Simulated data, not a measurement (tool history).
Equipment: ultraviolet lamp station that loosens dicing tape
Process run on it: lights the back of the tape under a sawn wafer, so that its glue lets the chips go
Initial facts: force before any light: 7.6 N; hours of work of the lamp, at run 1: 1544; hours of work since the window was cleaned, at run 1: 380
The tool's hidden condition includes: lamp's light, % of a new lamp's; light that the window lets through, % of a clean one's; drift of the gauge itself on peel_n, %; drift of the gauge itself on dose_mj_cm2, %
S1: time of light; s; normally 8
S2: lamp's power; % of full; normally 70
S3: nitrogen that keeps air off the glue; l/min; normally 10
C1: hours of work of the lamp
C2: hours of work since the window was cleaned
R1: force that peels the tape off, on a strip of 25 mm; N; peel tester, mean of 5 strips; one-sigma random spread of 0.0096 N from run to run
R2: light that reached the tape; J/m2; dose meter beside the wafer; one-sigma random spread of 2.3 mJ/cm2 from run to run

run    hour  S1  S2  S3    C1   C2     R1    R2
  1     0.0   8  70  10  1544  380  1.159  1350
  2    34.9   7  70  10  1569  406  1.457  1150
  3    69.6   7  70  10  1595  431  1.519  1180
  4   119.0   8  70  10  1631  468  1.221  1250
  5   169.3   8  70  10  1669  505  1.250  1230
  6   206.2   8  70  10  1696  532  1.327  1230
      222.8  -- lamp changed
      227.6  -- window cleaned of glue's vapour
  7   262.2   8  70  10    29   25  0.457  2040
  8   317.8   8  67  10    70   66  0.538  1940
  9   356.2   8  67  10    98   95  0.544  1900
 10   401.8   8  70   8   132  128  0.626  1990
 11   459.3   8  70   8   174  171  0.644  1920
 12   511.8   8  82   8   213  210  0.433  2190
 13   544.2   8  94  10   237  233  0.267  2530
 14   589.2   8  93  10   270  267  0.264  2440
 15   634.1   8  93  10   303  300  0.291  2390
 16   677.5   8  70  10   335  332  0.636  1790
 17   728.5   8  70  10   373  369  0.665  1790
 18   773.1   8  70  10   405  402  0.681  1730
 19   820.1   8  70   9   440  437  0.766  1740
 20   874.7   8  70   9   480  477  0.767  1690
 21   904.9   8  68  10   503  499  0.791  1600
 22   943.3   8  70   7   531  528  0.989  1670
      969.1  -- window cleaned of glue's vapour
 23   999.9   4  75  10   572   23  1.862   960
 24  1033.7   4  75  10   597   48  1.875  1000
 25  1081.6  16  84   6   632   83  0.109  4310
 26  1127.6   6  70  10   666  117  1.118  1310
 27  1166.8   4  60  10   695  146  2.575   790
 28  1207.9  14  90   5   726  176  0.173  3860
 29  1243.3  14  66   5   752  202  0.394  2790
 30  1279.7  11  80  10   779  229  0.212  2610
 31  1331.9   6  98  10   817  267  0.691  1740
 32  1362.6   9  84  10   840  290  0.381  2240
 33  1397.1   8  99   4   865  316  0.810  2240
 34  1433.1   9  62  10   892  342  0.842  1580
 35  1473.6   8  65   9   922  372  1.049  1450
 36  1516.8   8  63  15   953  404  0.839  1390
 37  1569.8  10  84   6   993  443  0.569  2300
 38  1594.4  10  84   6  1011  461  0.574  2210
 39  1623.5   5  78  10  1032  483  1.759  1010
 40  1648.3  12  87   8  1050  501  0.252  2710
 41  1684.0  12  87   8  1077  527  0.266  2700
     1711.7  -- window cleaned of glue's vapour
 42  1731.9  12  87   8  1112   15  0.199  2990
 43  1756.1   9  87   8  1129   33  0.461  2220

Each row is a separate what-if for the run after 43, all from the same tool condition, not one after another. Results?
  A  1785.8   9  70  10  1151  55   ?   ?
  B  1785.8  13  87  12  1151  55   ?   ?
  C  1785.8   9  88  12  1151  55   ?   ?

run     R1    R2
  A  0.656  1770
  B  0.121  3140
  C  0.315  2210
Without the tool's hidden state the same runs would have given:
run     R1    R2
  A  0.297  2400
  B  0.072  4270
  C  0.132  3010
